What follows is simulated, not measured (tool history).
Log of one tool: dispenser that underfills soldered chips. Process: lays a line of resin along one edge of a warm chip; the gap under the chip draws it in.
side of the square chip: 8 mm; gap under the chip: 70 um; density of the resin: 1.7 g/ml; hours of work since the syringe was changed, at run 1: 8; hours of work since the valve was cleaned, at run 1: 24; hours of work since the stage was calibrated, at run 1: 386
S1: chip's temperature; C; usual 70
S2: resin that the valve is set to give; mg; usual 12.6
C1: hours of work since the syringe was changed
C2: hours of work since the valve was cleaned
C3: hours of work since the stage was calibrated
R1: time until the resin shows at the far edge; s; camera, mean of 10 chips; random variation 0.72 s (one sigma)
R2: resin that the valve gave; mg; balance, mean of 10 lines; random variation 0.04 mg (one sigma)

run 1 hour=0 | S1=70 S2=12.6 | C1=8 C2=24 C3=386 | R1=97.3 R2=12.43
-- hour=1 new syringe of resin
run 2 hour=8.4 | S1=70 S2=12.6 | C1=5 C2=30 C3=392 | R1=88.8 R2=12.36
-- hour=12.5 new syringe of resin
run 3 hour=20.1 | S1=70 S2=12.6 | C1=6 C2=39 C3=400 | R1=89.9 R2=12.3
-- hour=24.8 new syringe of resin
run 4 hour=31.1 | S1=70 S2=12.6 | C1=5 C2=47 C3=408 | R1=87.9 R2=12.3
-- hour=36.4 new syringe of resin
run 5 hour=41.1 | S1=70 S2=12.6 | C1=3 C2=54 C3=415 | R1=84.5 R2=12.31
run 6 hour=46.8 | S1=69 S2=12.6 | C1=8 C2=58 C3=420 | R1=101.5 R2=12.25
-- hour=48.8 new syringe of resin
run 7 hour=57.5 | S1=69 S2=12.6 | C1=6 C2=66 C3=427 | R1=99.9 R2=12.2
-- hour=60.5 new syringe of resin
run 8 hour=69 | S1=69 S2=12.6 | C1=6 C2=74 C3=436 | R1=97 R2=12.1
-- hour=71.8 new syringe of resin
run 9 hour=76.3 | S1=70 S2=12.6 | C1=3 C2=79 C3=441 | R1=85.8 R2=12.08
run 10 hour=82.1 | S1=57 S2=12.6 | C1=8 C2=84 C3=445 | R1=202.2 R2=12.06
-- hour=83.6 new syringe of resin
-- hour=90.5 dispensing valve cleaned and set on the balance
run 11 hour=92.5 | S1=67 S2=12.6 | C1=6 C2=1 C3=452 | R1=107.6 R2=12.59
-- hour=96.3 new syringe of resin
run 12 hour=98.4 | S1=67 S2=12.6 | C1=2 C2=6 C3=456 | R1=92.3 R2=12.55
-- hour=107.9 new syringe of resin
run 13 hour=110.7 | S1=67 S2=12.6 | C1=2 C2=15 C3=465 | R1=93.9 R2=12.5
-- hour=119.2 new syringe of resin
run 14 hour=122.6 | S1=60 S2=12.6 | C1=3 C2=23 C3=473 | R1=142.2 R2=12.4
-- hour=130.8 new syringe of resin
run 15 hour=131.5 | S1=70 S2=12.6 | C1=1 C2=30 C3=480 | R1=77 R2=12.46
run 16 hour=140.5 | S1=70 S2=11.7 | C1=7 C2=36 C3=487 | R1=97.5 R2=11.41
-- hour=142.2 new syringe of resin
run 17 hour=149 | S1=70 S2=12.6 | C1=5 C2=42 C3=493 | R1=90.3 R2=12.34
-- hour=153.7 new syringe of resin
run 18 hour=154.5 | S1=70 S2=13.2 | C1=1 C2=46 C3=497 | R1=77.6 R2=12.88
-- hour=165.2 new syringe of resin
run 19 hour=165.4 | S1=79 S2=14.9 | C1=0 C2=54 C3=504 | R1=47.6 R2=14.47
run 20 hour=176 | S1=82 S2=14.3 | C1=8 C2=62 C3=512 | R1=56.7 R2=13.87
-- hour=177.1 new syringe of resin
run 21 hour=186.4 | S1=75 S2=13.4 | C1=7 C2=69 C3=520 | R1=73.8 R2=12.92
-- hour=188.5 new syringe of resin
run 22 hour=194.3 | S1=70 S2=15.1 | C1=4 C2=75 C3=525 | R1=88.4 R2=14.55
-- hour=199.8 new syringe of resin
run 23 hour=201 | S1=72 S2=14.8 | C1=1 C2=80 C3=530 | R1=70.8 R2=14.14
run 24 hour=209.9 | S1=72 S2=14.8 | C1=7 C2=86 C3=537 | R1=91.6 R2=14.17
-- hour=211.2 new syringe of resin
-- hour=214.1 dispensing valve cleaned and set on the balance
run 25 hour=217.8 | S1=57 S2=12.7 | C1=4 C2=3 C3=542 | R1=182.3 R2=12.57
-- hour=223.4 new syringe of resin
run 26 hour=229.7 | S1=73 S2=15.4 | C1=5 C2=11 C3=550 | R1=76.4 R2=15.21
-- hour=235.3 new syringe of resin
run 27 hour=241.6 | S1=57 S2=12.1 | C1=5 C2=20 C3=559 | R1=185.2 R2=11.99
-- hour=247.4 new syringe of resin
run 28 hour=254.2 | S1=56 S2=14.7 | C1=5 C2=29 C3=568 | R1=200 R2=14.39
-- hour=259 new syringe of resin
run 29 hour=262.2 | S1=59 S2=12.6 | C1=2 C2=35 C3=574 | R1=152.6 R2=12.39
-- hour=270.7 new syringe of resin
run 30 hour=275.2 | S1=59 S2=12.6 | C1=3 C2=44 C3=583 | R1=160.7 R2=12.26
-- hour=282 new syringe of resin
run 31 hour=283.3 | S1=64 S2=15.9 | C1=1 C2=50 C3=589 | R1=108.2 R2=15.46
-- hour=293.5 new syringe of resin
run 32 hour=295.1 | S1=69 S2=12.9 | C1=1 C2=59 C3=598 | R1=86.9 R2=12.5
run 33 hour=301.5 | S1=69 S2=11.2 | C1=6 C2=63 C3=602 | R1=105.9 R2=10.78
-- hour=305.1 new syringe of resin
run 34 hour=309.5 | S1=75 S2=15.9 | C1=3 C2=69 C3=608 | R1=65.2 R2=15.32

The same runs without the tool's hidden state, with the same run-to-run variation:
The hidden state here: resin's viscosity, % of fresh resin's; dose that the valve gives, % of what is set; true chip temperature over the reading, C; drift of the gauge itself on fill_s, %; drift of the gauge itself on given_mg, %.
run=1 R1=65.4 R2=12.61
run=2 R1=66 R2=12.58
run=3 R1=66 R2=12.57
run=4 R1=65.6 R2=12.62
run=5 R1=66.7 R2=12.67
run=6 R1=68.5 R2=12.65
run=7 R1=70.2 R2=12.65
run=8 R1=69.3 R2=12.6
run=9 R1=66.9 R2=12.61
run=10 R1=133.1 R2=12.62
run=11 R1=75.8 R2=12.61
run=12 R1=77.1 R2=12.59
run=13 R1=76.6 R2=12.6
run=14 R1=112.7 R2=12.56
run=15 R1=67 R2=12.66
run=16 R1=66 R2=11.63
run=17 R1=64.8 R2=12.62
run=18 R1=66.7 R2=13.2
run=19 R1=40.8 R2=14.88
run=20 R1=36.5 R2=14.32
run=21 R1=50.7 R2=13.39
run=22 R1=64.5 R2=15.13
run=23 R1=58.3 R2=14.74
run=24 R1=59.1 R2=14.82
run=25 R1=133 R2=12.64
run=26 R1=55.2 R2=15.37
run=27 R1=133.7 R2=12.17
run=28 R1=138.7 R2=14.67
run=29 R1=120.3 R2=12.67
run=30 R1=119.3 R2=12.6
run=31 R1=87.8 R2=15.92
run=32 R1=69.6 R2=12.94
run=33 R1=71 R2=11.18
run=34 R1=49.6 R2=15.94

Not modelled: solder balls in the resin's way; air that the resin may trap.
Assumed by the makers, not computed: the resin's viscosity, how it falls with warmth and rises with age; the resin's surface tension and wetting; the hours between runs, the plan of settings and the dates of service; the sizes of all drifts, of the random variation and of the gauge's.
